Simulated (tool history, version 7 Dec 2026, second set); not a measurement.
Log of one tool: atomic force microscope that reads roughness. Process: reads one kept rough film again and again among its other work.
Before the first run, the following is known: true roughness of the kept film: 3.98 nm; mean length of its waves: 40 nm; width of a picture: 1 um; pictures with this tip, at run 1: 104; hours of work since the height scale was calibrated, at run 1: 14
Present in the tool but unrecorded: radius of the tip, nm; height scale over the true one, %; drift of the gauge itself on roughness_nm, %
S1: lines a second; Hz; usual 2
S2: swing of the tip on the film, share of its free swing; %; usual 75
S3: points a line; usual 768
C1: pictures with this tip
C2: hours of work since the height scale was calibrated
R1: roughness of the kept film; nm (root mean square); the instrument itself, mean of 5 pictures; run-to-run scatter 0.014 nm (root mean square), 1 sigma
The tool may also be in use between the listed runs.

{"run": 1, "hour": 0.0, "S1": 2, "S2": 75, "S3": 768, "C1": 104, "C2": 14, "R1": 2.82}
{"run": 2, "hour": 5.1, "S1": 1.05, "S2": 75, "S3": 768, "C1": 110, "C2": 17, "R1": 2.875}
{"run": 3, "hour": 12.3, "S1": 1.05, "S2": 75, "S3": 768, "C1": 117, "C2": 20, "R1": 2.87}
{"run": 4, "hour": 24.2, "S1": 1.05, "S2": 75, "S3": 768, "C1": 130, "C2": 27, "R1": 2.792}
{"run": 5, "hour": 31.5, "S1": 1.05, "S2": 75, "S3": 768, "C1": 139, "C2": 30, "R1": 2.775}
{"run": 6, "hour": 40.9, "S1": 2, "S2": 75, "S3": 768, "C1": 149, "C2": 35, "R1": 2.646}
{"run": 7, "hour": 49.3, "S1": 2, "S2": 75, "S3": 768, "C1": 158, "C2": 40, "R1": 2.63}
{"run": 8, "hour": 54.8, "S1": 2, "S2": 55, "S3": 768, "C1": 164, "C2": 43, "R1": 2.687}
{"run": 9, "hour": 65.2, "S1": 2, "S2": 55, "S3": 768, "C1": 176, "C2": 48, "R1": 2.654}
{"hour": 68.4, "done": "new tip fitted"}
{"run": 10, "hour": 76.2, "S1": 2, "S2": 74, "S3": 768, "C1": 8, "C2": 54, "R1": 3.401}
{"run": 11, "hour": 83.2, "S1": 2, "S2": 63, "S3": 768, "C1": 16, "C2": 57, "R1": 3.386}
{"run": 12, "hour": 93.9, "S1": 2, "S2": 63, "S3": 768, "C1": 28, "C2": 63, "R1": 3.343}
{"run": 13, "hour": 103.4, "S1": 2, "S2": 75, "S3": 768, "C1": 38, "C2": 68, "R1": 3.188}
{"run": 14, "hour": 112.1, "S1": 2, "S2": 87, "S3": 768, "C1": 47, "C2": 72, "R1": 3.007}
{"run": 15, "hour": 123.9, "S1": 1.09, "S2": 75, "S3": 768, "C1": 60, "C2": 78, "R1": 3.162}
{"run": 16, "hour": 133.0, "S1": 2, "S2": 75, "S3": 636, "C1": 70, "C2": 83, "R1": 3.001}
{"run": 17, "hour": 144.7, "S1": 2, "S2": 63, "S3": 768, "C1": 83, "C2": 89, "R1": 3.026}
{"run": 18, "hour": 151.3, "S1": 2, "S2": 63, "S3": 768, "C1": 90, "C2": 93, "R1": 3.02}
{"run": 19, "hour": 160.2, "S1": 2, "S2": 63, "S3": 768, "C1": 100, "C2": 97, "R1": 2.939}
{"run": 20, "hour": 172.4, "S1": 2, "S2": 63, "S3": 768, "C1": 114, "C2": 104, "R1": 2.892}
{"run": 21, "hour": 182.7, "S1": 2, "S2": 75, "S3": 424, "C1": 125, "C2": 109, "R1": 2.763}
{"run": 22, "hour": 194.2, "S1": 2.53, "S2": 73, "S3": 768, "C1": 138, "C2": 115, "R1": 2.686}
{"run": 23, "hour": 199.9, "S1": 2.53, "S2": 73, "S3": 768, "C1": 144, "C2": 118, "R1": 2.667}
{"run": 24, "hour": 212.2, "S1": 2.53, "S2": 73, "S3": 768, "C1": 157, "C2": 125, "R1": 2.607}
{"hour": 213.7, "done": "height scale calibrated on a step standard"}
{"run": 25, "hour": 223.1, "S1": 2, "S2": 73, "S3": 768, "C1": 168, "C2": 5, "R1": 2.621}
{"hour": 232.9, "done": "new tip fitted"}
{"run": 26, "hour": 234.2, "S1": 2, "S2": 56, "S3": 630, "C1": 2, "C2": 10, "R1": 3.521}
{"run": 27, "hour": 239.6, "S1": 0.52, "S2": 78, "S3": 986, "C1": 8, "C2": 13, "R1": 3.491}
{"run": 28, "hour": 251.9, "S1": 0.52, "S2": 78, "S3": 986, "C1": 21, "C2": 20, "R1": 3.408}
{"hour": 263.4, "done": "height scale calibrated on a step standard, once more"}
{"run": 29, "hour": 264.9, "S1": 2.02, "S2": 60, "S3": 768, "C1": 34, "C2": 1, "R1": 3.297}
{"run": 30, "hour": 273.2, "S1": 3.5, "S2": 80, "S3": 523, "C1": 43, "C2": 5, "R1": 2.93}
{"run": 31, "hour": 281.8, "S1": 1.05, "S2": 60, "S3": 523, "C1": 53, "C2": 10, "R1": 3.24}
{"run": 32, "hour": 293.3, "S1": 0.52, "S2": 74, "S3": 953, "C1": 66, "C2": 16, "R1": 3.18}
{"run": 33, "hour": 301.1, "S1": 2, "S2": 70, "S3": 308, "C1": 74, "C2": 20, "R1": 3.02}
{"run": 34, "hour": 312.4, "S1": 2.77, "S2": 63, "S3": 710, "C1": 86, "C2": 26, "R1": 3.01}
{"run": 35, "hour": 323.5, "S1": 3.45, "S2": 63, "S3": 711, "C1": 99, "C2": 31, "R1": 2.887}
{"run": 36, "hour": 333.3, "S1": 0.93, "S2": 88, "S3": 282, "C1": 109, "C2": 37, "R1": 2.831}
{"run": 37, "hour": 340.8, "S1": 1.09, "S2": 77, "S3": 530, "C1": 118, "C2": 40, "R1": 2.868}
{"run": 38, "hour": 350.0, "S1": 1.09, "S2": 77, "S3": 530, "C1": 128, "C2": 45, "R1": 2.855}
{"run": 39, "hour": 357.7, "S1": 1.05, "S2": 60, "S3": 341, "C1": 136, "C2": 49, "R1": 2.851}
{"run": 40, "hour": 369.6, "S1": 1.33, "S2": 75, "S3": 768, "C1": 149, "C2": 56, "R1": 2.726}

Describe how what the log doesn't record of the tool's condition differs between the last listed run preceding each entry between runs and the first listed run following it.
After run 9, before run 10: new tip fitted (hour 68.4)
  radius of the tip, nm: 47.7 -> 11.8; height scale over the true one, %: 0.06 -> 0.05
  measured result minus the result with no hidden state, R1: -0.891 -> -0.053 nm (root mean square)
After run 24, before run 25: height scale calibrated on a step standard (hour 213.7)
  radius of the tip, nm: 42.8 -> 45.1
  measured result minus the result with no hidden state, R1: -0.766 -> -0.82 nm (root mean square)
After run 25, before run 26: new tip fitted (hour 232.9)
  radius of the tip, nm: 45.1 -> 10.5
  measured result minus the result with no hidden state, R1: -0.82 -> -0.016 nm (root mean square)
After run 28, before run 29: height scale calibrated on a step standard, once more (hour 263.4)
  radius of the tip, nm: 14.3 -> 17.1; height scale over the true one, %: 0 -> -0.09
  measured result minus the result with no hidden state, R1: -0.132 -> -0.212 nm (root mean square)
